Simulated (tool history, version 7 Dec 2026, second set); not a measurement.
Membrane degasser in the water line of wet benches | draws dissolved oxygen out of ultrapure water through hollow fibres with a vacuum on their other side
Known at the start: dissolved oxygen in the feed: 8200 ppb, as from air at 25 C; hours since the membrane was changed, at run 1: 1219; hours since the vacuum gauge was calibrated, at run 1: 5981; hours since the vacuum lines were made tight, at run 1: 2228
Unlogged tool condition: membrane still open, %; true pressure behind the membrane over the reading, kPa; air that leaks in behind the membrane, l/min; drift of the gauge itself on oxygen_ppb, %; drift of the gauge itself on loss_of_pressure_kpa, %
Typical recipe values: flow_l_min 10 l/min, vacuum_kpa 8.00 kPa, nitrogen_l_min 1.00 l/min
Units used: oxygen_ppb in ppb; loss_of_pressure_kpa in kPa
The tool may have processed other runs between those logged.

run,hour,flow_l_min,vacuum_kpa,nitrogen_l_min,hours since the membrane was changed,hours since the vacuum gauge was calibrated,hours since the vacuum lines were made tight,oxygen_ppb,loss_of_pressure_kpa
1,0.0,10,8.00,1.00,1219,5981,2228,130.1,49.83
# hour 18.0: vacuum gauge calibrated
2,49.6,10,8.00,1.00,1268,32,2277,119.6,49.40
3,94.0,10,8.00,1.00,1312,76,2322,121.5,49.21
4,148.2,10,8.00,1.00,1367,130,2376,120.2,49.58
5,196.6,10,7.39,1.00,1415,179,2424,106.4,49.92
6,249.1,10,7.39,1.00,1467,231,2477,106.2,49.84
7,298.1,10,7.39,1.33,1516,280,2526,83.2,49.80
8,328.6,10,7.39,1.33,1547,311,2556,84.6,49.59
9,379.1,15,8.00,1.00,1597,361,2607,216.4,75.01
10,428.4,10,8.00,1.00,1647,410,2656,121.8,50.07
11,478.3,10,8.00,1.00,1697,460,2706,121.1,49.66
12,524.6,10,8.00,1.00,1743,507,2752,122.3,50.04
13,572.8,10,8.00,0.48,1791,555,2800,227.1,49.66
14,629.0,10,8.00,0.48,1847,611,2857,225.4,50.22
15,678.3,10,8.00,0.48,1897,660,2906,225.5,50.25
16,721.6,10,8.00,0.48,1940,704,2949,225.0,50.00
17,752.2,10,8.00,0.48,1971,734,2980,230.2,50.39
18,776.6,10,8.00,1.00,1995,759,3004,122.2,50.19
19,807.1,10,8.00,1.00,2025,789,3035,124.3,50.31
20,835.1,11,6.70,0.53,2054,817,3063,173.4,54.95
21,887.2,16,5.95,1.17,2106,869,3115,158.9,79.93
22,938.4,9,5.23,1.43,2157,920,3166,36.4,45.29
23,977.9,13,5.59,1.00,2196,960,3205,102.6,65.21
24,1026.2,14,9.46,2.11,2245,1008,3254,142.5,70.16
25,1078.5,9,8.64,0.99,2297,1061,3306,124.4,45.47
26,1124.3,9,10.54,2.56,2343,1106,3352,70.1,44.84
27,1171.1,13,13.78,0.90,2389,1153,3399,372.4,65.15
28,1206.4,14,7.64,0.41,2425,1188,3434,345.9,70.24
29,1237.7,14,7.64,0.41,2456,1220,3465,342.2,70.38
30,1283.9,8,8.27,0.44,2502,1266,3511,211.7,40.15
31,1310.6,8,8.27,0.44,2529,1293,3538,211.9,40.65
32,1353.7,8,8.27,0.44,2572,1336,3581,208.1,39.99

Alternative continuations, all from the tool just after run 32; predict every row:
A,1388.7,10,10.84,1.00,2607,1371,3616,?,?
B,1388.7,16,5.15,1.00,2607,1371,3616,?,?
C,1388.7,10,11.10,1.34,2607,1371,3616,?,?
D,1388.7,6,19.57,0.74,2607,1371,3616,?,?

run,oxygen_ppb,loss_of_pressure_kpa
A,190.8,50.25
B,142.5,80.26
C,151.5,50.77
D,321.6,30.16
With the hidden condition removed and each run's random variation left untouched, the same runs would have given:
run,oxygen_ppb,loss_of_pressure_kpa
A,185.9,48.98
B,133.2,78.22
C,147.2,49.48
D,311.3,29.39

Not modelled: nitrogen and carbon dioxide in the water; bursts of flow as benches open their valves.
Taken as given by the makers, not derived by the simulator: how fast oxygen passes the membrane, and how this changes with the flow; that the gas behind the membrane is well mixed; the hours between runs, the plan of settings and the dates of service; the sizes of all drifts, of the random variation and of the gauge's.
